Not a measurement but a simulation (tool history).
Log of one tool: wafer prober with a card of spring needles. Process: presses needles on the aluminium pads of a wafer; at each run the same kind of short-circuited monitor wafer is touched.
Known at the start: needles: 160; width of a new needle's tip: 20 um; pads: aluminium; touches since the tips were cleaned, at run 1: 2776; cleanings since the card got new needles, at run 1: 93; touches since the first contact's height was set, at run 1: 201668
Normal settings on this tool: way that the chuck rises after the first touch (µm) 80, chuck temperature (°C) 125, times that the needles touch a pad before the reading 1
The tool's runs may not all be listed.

| run | hour | way that the chuck rises after the first touch (µm) | chuck temperature (°C) | times that the needles touch a pad before the reading | touches since the tips were cleaned | cleanings since the card got new needles | touches since the first contact's height was set | resistance of one needle with its contact and lead (mohm) | way that a needle slides on the pad (µm) |
|---|---|---|---|---|---|---|---|---|---|
| 1 | 0.0 | 80 | 125 | 1 | 2776 | 93 | 201668 | 338 | 13.44 |
|  | 15.3 | tips cleaned on abrasive film |
|  | 45.9 | tips cleaned on abrasive film |
|  | 73.9 | tips cleaned on abrasive film |
| 2 | 81.5 | 80 | 87 | 1 | 1991 | 96 | 222977 | 328 | 13.43 |
|  | 98.7 | tips cleaned on abrasive film |
|  | 99.0 | height of the first contact set anew |
|  | 128.1 | tips cleaned on abrasive film |
|  | 155.3 | tips cleaned on abrasive film |
| 3 | 171.2 | 80 | 87 | 1 | 4184 | 99 | 18917 | 347 | 13.21 |
|  | 182.6 | tips cleaned on abrasive film |
|  | 211.2 | tips cleaned on abrasive film |
|  | 241.8 | tips cleaned on abrasive film |
| 4 | 243.4 | 80 | 125 | 1 | 409 | 102 | 37789 | 294 | 13.19 |
|  | 270.6 | tips cleaned on abrasive film |
| 5 | 282.5 | 80 | 125 | 1 | 3133 | 103 | 48031 | 347 | 13.23 |
|  | 298.6 | tips cleaned on abrasive film |
|  | 327.0 | tips cleaned on abrasive film |
| 6 | 341.6 | 95 | 125 | 1 | 3834 | 105 | 63486 | 337 | 15.82 |
|  | 352.7 | tips cleaned on abrasive film |
|  | 379.3 | tips cleaned on abrasive film |
| 7 | 379.3 | 95 | 125 | 1 | 0 | 107 | 73344 | 275 | 15.74 |
|  | 409.2 | tips cleaned on abrasive film |
|  | 438.3 | tips cleaned on abrasive film |
| 8 | 452.8 | 87 | 125 | 1 | 3811 | 109 | 92586 | 339 | 14.32 |
|  | 467.5 | tips cleaned on abrasive film |
|  | 493.3 | tips cleaned on abrasive film |
|  | 518.8 | tips cleaned on abrasive film |
| 9 | 527.2 | 71 | 125 | 1 | 2221 | 112 | 112056 | 350 | 11.52 |
|  | 546.7 | tips cleaned on abrasive film |
|  | 576.4 | height of the first contact set anew, once more |
|  | 576.5 | tips cleaned on abrasive film |
|  | 604.4 | tips cleaned on abrasive film |
| 10 | 606.3 | 71 | 125 | 1 | 496 | 115 | 7793 | 307 | 12.26 |
|  | 633.7 | tips cleaned on abrasive film |
| 11 | 643.9 | 80 | 125 | 1 | 2687 | 116 | 17663 | 331 | 13.79 |
|  | 662.4 | tips cleaned on abrasive film |
|  | 687.3 | tips cleaned on abrasive film |
|  | 715.0 | tips cleaned on abrasive film |
| 12 | 723.2 | 96 | 125 | 1 | 2178 | 119 | 38405 | 312 | 16.45 |
|  | 740.1 | tips cleaned on abrasive film |
|  | 766.8 | tips cleaned on abrasive film |
| 13 | 781.7 | 96 | 108 | 1 | 3925 | 121 | 53701 | 321 | 16.46 |
|  | 792.2 | tips cleaned on abrasive film |
|  | 817.3 | tips cleaned on abrasive film |
| 14 | 833.4 | 96 | 108 | 1 | 4230 | 123 | 67216 | 326 | 16.48 |
|  | 845.7 | tips cleaned on abrasive film |
|  | 874.2 | tips cleaned on abrasive film |
|  | 901.4 | tips cleaned on abrasive film |
| 15 | 915.7 | 80 | 125 | 1 | 3749 | 126 | 88750 | 348 | 13.69 |
|  | 931.5 | tips cleaned on abrasive film |
|  | 956.6 | tips cleaned on abrasive film |
| 16 | 975.9 | 80 | 125 | 1 | 5080 | 128 | 104511 | 354 | 13.68 |
|  | 981.3 | tips cleaned on abrasive film |
|  | 1009.7 | tips cleaned on abrasive film |
| 17 | 1033.5 | 80 | 46 | 1 | 6237 | 130 | 119577 | 348 | 13.58 |
|  | 1038.0 | tips cleaned on abrasive film |
|  | 1068.0 | tips cleaned on abrasive film |
|  | 1095.6 | tips cleaned on abrasive film |
| 18 | 1106.5 | 80 | 46 | 1 | 2884 | 133 | 138678 | 329 | 13.62 |
|  | 1123.3 | tips cleaned on abrasive film |
|  | 1148.3 | tips cleaned on abrasive film |
| 19 | 1154.6 | 81 | 31 | 2 | 1666 | 135 | 151241 | 281 | 13.80 |
|  | 1173.0 | tips cleaned on abrasive film |
|  | 1197.9 | tips cleaned on abrasive film |
|  | 1226.6 | tips cleaned on abrasive film |
| 20 | 1230.1 | 89 | 100 | 2 | 913 | 138 | 170982 | 285 | 15.02 |
|  | 1253.0 | tips cleaned on abrasive film |
| 21 | 1268.8 | 69 | 98 | 2 | 4160 | 139 | 181128 | 337 | 11.63 |
|  | 1281.1 | tips cleaned on abrasive film |
|  | 1307.0 | tips cleaned on abrasive film |
| 22 | 1319.8 | 85 | 98 | 2 | 3360 | 141 | 194453 | 306 | 14.37 |
|  | 1331.7 | tips cleaned on abrasive film |
|  | 1358.5 | tips cleaned on abrasive film |
| 23 | 1375.1 | 85 | 98 | 2 | 4369 | 143 | 208930 | 311 | 14.30 |
|  | 1387.4 | tips cleaned on abrasive film |
|  | 1418.0 | tips cleaned on abrasive film |
| 24 | 1440.4 | 67 | 85 | 1 | 5880 | 145 | 226030 | 395 | 11.20 |
|  | 1446.6 | tips cleaned on abrasive film |
|  | 1446.9 | height of the first contact set anew |
|  | 1471.5 | tips cleaned on abrasive film |
| 25 | 1492.1 | 62 | 85 | 1 | 5400 | 147 | 11816 | 402 | 10.66 |
|  | 1498.3 | tips cleaned on abrasive film |
|  | 1526.4 | tips cleaned on abrasive film |
| 26 | 1548.9 | 99 | 52 | 1 | 5900 | 149 | 26679 | 318 | 17.03 |
|  | 1552.8 | tips cleaned on abrasive film |
|  | 1581.8 | tips cleaned on abrasive film |
| 27 | 1585.1 | 61 | 64 | 1 | 866 | 151 | 36142 | 312 | 10.49 |
|  | 1611.0 | tips cleaned on abrasive film |
|  | 1635.9 | tips cleaned on abrasive film |
| 28 | 1640.8 | 80 | 125 | 2 | 1291 | 153 | 50715 | 298 | 13.75 |

Hidden state or all else? Some run-to-run changes of resistance of one needle with its contact and lead (mohm), split into what the settings, what came in and random variation would give without the hidden state, and what is left for the hidden state (with any gauge scatter that isn't in both results):
Unlogged tool condition in this case: debris on the tips, nm; way that the needles fall short of the set height, um; tips' diameter, um; drift of the gauge itself on contact_mohm, %; drift of the gauge itself on scrub_um, %.
Run 23 -> 24: way that the chuck rises after the first touch (µm) 85 -> 67, chuck temperature (°C) 98 -> 85, times that the needles touch a pad before the reading 2 -> 1, tips cleaned on abrasive film, tips cleaned on abrasive film. resistance of one needle with its contact and lead (mohm) +84: hidden state +84, all else +0.
Run 25 -> 26: way that the chuck rises after the first touch (µm) 62 -> 99, chuck temperature (°C) 85 -> 52, tips cleaned on abrasive film, tips cleaned on abrasive film. resistance of one needle with its contact and lead (mohm) -84: hidden state -69, all else -15.

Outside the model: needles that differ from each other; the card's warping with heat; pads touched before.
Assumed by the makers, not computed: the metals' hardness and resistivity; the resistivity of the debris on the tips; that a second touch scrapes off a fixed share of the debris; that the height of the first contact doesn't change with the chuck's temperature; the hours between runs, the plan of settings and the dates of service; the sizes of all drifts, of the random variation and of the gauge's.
